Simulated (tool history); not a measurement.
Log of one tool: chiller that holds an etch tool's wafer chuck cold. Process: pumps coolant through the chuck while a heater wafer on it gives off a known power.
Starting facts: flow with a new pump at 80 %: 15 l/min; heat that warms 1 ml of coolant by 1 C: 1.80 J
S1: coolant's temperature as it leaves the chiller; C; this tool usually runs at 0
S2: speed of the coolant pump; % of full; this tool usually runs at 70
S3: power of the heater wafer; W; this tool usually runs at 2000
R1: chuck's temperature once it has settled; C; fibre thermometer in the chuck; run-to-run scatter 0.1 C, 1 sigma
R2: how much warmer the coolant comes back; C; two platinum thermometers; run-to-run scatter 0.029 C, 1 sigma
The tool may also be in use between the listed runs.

run 1 day=0 | S1=0 S2=70 S3=2000 | R1=20.4 R2=5.12
run 2 day=3.567 | S1=0 S2=70 S3=2000 | R1=20.5 R2=5.08
run 3 day=8.567 | S1=0 S2=70 S3=2000 | R1=20.4 R2=5.12
run 4 day=12.471 | S1=0 S2=70 S3=2000 | R1=20.5 R2=5.12
run 5 day=16.812 | S1=0 S2=70 S3=2000 | R1=20.6 R2=5.12
run 6 day=19.1 | S1=0 S2=70 S3=2000 | R1=20.4 R2=5.09
run 7 day=24.196 | S1=0 S2=70 S3=2000 | R1=20.6 R2=5.08
run 8 day=27.596 | S1=0 S2=63 S3=2000 | R1=22.1 R2=5.68
run 9 day=32.662 | S1=0 S2=63 S3=2000 | R1=22 R2=5.66
run 10 day=37.004 | S1=3 S2=87 S3=2000 | R1=20.5 R2=3.96
run 11 day=39.233 | S1=-3 S2=70 S3=1564 | R1=13 R2=3.98
run 12 day=44.312 | S1=-3 S2=79 S3=1255 | R1=8.6 R2=2.74
run 13 day=49.412 | S1=-3 S2=83 S3=1239 | R1=8.2 R2=2.57
-- day=53.604 chiller's thermometer calibrated
run 14 day=54.046 | S1=-3 S2=83 S3=1239 | R1=8.1 R2=2.54
run 15 day=57.3 | S1=-3 S2=83 S3=1239 | R1=8.4 R2=2.55

Forecast each of these 4 alternatives for the next run:
run A day=62.554 | S1=-1 S2=70 S3=1169 | R1=? R2=?
run B day=62.554 | S1=-3 S2=70 S3=2000 | R1=? R2=?
run C day=62.554 | S1=0 S2=70 S3=1392 | R1=? R2=?
run D day=62.554 | S1=0 S2=70 S3=1377 | R1=? R2=?

run=A R1=11 R2=2.87
run=B R1=17.3 R2=5
run=C R1=14.2 R2=3.45
run=D R1=13.9 R2=3.41
Without the tool's hidden state the same runs would have given:
run=A R1=10.9 R2=2.98
run=B R1=17.2 R2=5.11
run=C R1=14.2 R2=3.56
run=D R1=13.9 R2=3.52
